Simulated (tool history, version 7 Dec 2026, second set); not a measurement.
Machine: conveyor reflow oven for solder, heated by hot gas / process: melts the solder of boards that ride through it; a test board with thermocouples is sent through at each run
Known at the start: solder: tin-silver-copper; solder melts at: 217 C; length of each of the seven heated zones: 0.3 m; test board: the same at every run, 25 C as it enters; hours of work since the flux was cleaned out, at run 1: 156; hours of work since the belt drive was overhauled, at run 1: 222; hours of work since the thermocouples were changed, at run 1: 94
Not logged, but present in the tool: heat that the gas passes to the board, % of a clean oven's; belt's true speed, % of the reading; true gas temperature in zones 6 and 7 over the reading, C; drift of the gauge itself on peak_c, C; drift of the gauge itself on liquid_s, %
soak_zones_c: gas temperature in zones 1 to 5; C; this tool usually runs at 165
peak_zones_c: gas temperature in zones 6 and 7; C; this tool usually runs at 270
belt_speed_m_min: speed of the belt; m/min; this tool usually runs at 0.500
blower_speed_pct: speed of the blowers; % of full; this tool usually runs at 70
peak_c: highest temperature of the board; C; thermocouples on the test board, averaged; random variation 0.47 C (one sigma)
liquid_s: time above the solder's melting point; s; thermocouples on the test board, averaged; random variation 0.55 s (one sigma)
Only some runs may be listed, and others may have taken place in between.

run	hour	soak_zones_c	peak_zones_c	belt_speed_m_min	blower_speed_pct	hours of work since the flux was cleaned out	hours of work since the belt drive was overhauled	hours of work since the thermocouples were changed	peak_c	liquid_s
1	0.0	165	270	0.500	70	156	222	94	251.9	51.1
2	9.3	165	270	0.500	70	162	228	100	251.2	50.0
3	20.6	165	270	0.500	70	170	236	108	251.2	50.0
4	28.7	165	270	0.500	70	176	242	113	251.4	50.8
5	44.8	165	270	0.500	70	187	253	125	251.6	49.9
6	58.4	165	270	0.500	70	196	262	134	251.8	51.2
# hour 64.6: flux residue cleaned out of gas plates and filters
7	71.2	165	270	0.500	70	5	268	139	250.4	50.1
8	85.2	165	270	0.500	70	14	277	149	250.8	49.8
9	92.3	165	270	0.567	53	19	282	154	240.4	33.6
10	100.3	180	265	0.452	73	25	288	160	252.4	63.0
# hour 115.6: flux residue cleaned out of gas plates and filters, once more
11	120.1	175	270	0.437	70	3	298	170	258.5	68.0
12	128.6	165	270	0.544	62	9	304	176	248.6	44.3
13	144.6	165	270	0.583	70	20	315	187	248.2	41.5
14	157.6	165	270	0.407	54	29	324	196	256.8	67.6

3 ways to go on from here, each from the tool as it stands after run 14. What would each give?
A	169.6	165	270	0.407	70	37	332	204	?	?
B	169.6	180	272	0.556	54	37	332	204	?	?
C	169.6	162	264	0.407	54	37	332	204	?	?

run	peak_c	liquid_s
A	259.4	69.8
B	249.8	47.7
C	249.7	60.9
The same runs, with their run-to-run variation unchanged, on a tool lacking any hidden condition would have given:
run	peak_c	liquid_s
A	259.9	69.8
B	250.3	47.7
C	250.1	61.0

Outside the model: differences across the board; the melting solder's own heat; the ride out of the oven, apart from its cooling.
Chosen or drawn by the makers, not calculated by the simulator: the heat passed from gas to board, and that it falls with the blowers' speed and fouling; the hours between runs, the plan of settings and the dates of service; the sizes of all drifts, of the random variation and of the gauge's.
